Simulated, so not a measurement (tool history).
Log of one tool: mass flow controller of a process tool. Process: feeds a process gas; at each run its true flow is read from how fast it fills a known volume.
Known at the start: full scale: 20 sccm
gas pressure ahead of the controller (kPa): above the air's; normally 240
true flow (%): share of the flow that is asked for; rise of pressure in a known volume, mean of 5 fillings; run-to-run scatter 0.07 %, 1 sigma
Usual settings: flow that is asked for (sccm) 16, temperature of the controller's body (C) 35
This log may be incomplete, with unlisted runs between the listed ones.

run   hour  flow that is asked for (sccm)  gas pressure ahead of the controller (kPa)  temperature of the controller's body (C)  true flow (%)
  1      0                             16                                         240                                        35          99.07
  2     44                             16                                         240                                        35          98.94
  3   96.4                             16                                         240                                        35          98.99
  4  145.1                             16                                         240                                        35          99.02
  5  190.9                             16                                         256                                        35          98.87
  6  248.2                              2                                         256                                        35          92.12
  7  319.2                              2                                         256                                        35          91.96
  8  416.3                             16                                         240                                        28          99.84
  9  473.3                              4                                         168                                        24          96.23
 10  523.8                              7                                         168                                        34          96.91
 11  572.8                              7                                         168                                        34          96.84
 12  650.7                              4                                         168                                        34             95
 13  715.3                              4                                         168                                        34             95
 14    804                              4                                         168                                        34          94.84
 15    875                             11                                         240                                        23          99.44
 16  934.7                             11                                         240                                        23          99.56

Selected run-to-run steps in true flow (%), each split into two signed amounts: the part the tool would show with no hidden state at all (from settings, incoming material and random variation), and the remainder, which goes to the hidden state together with any gauge scatter not common to the measured and the hidden-state-free results:
The hidden state here: flow at rest that the sensor doesn't see, % of full scale; true flow over the shown one, %; drift of the gauge itself on true_pct, %.
Run 7 -> 8: flow that is asked for (sccm) 2 -> 16, gas pressure ahead of the controller (kPa) 256 -> 240, temperature of the controller's body (C) 35 -> 28. true flow (%) +7.88: hidden state +5.7, all else +2.18.
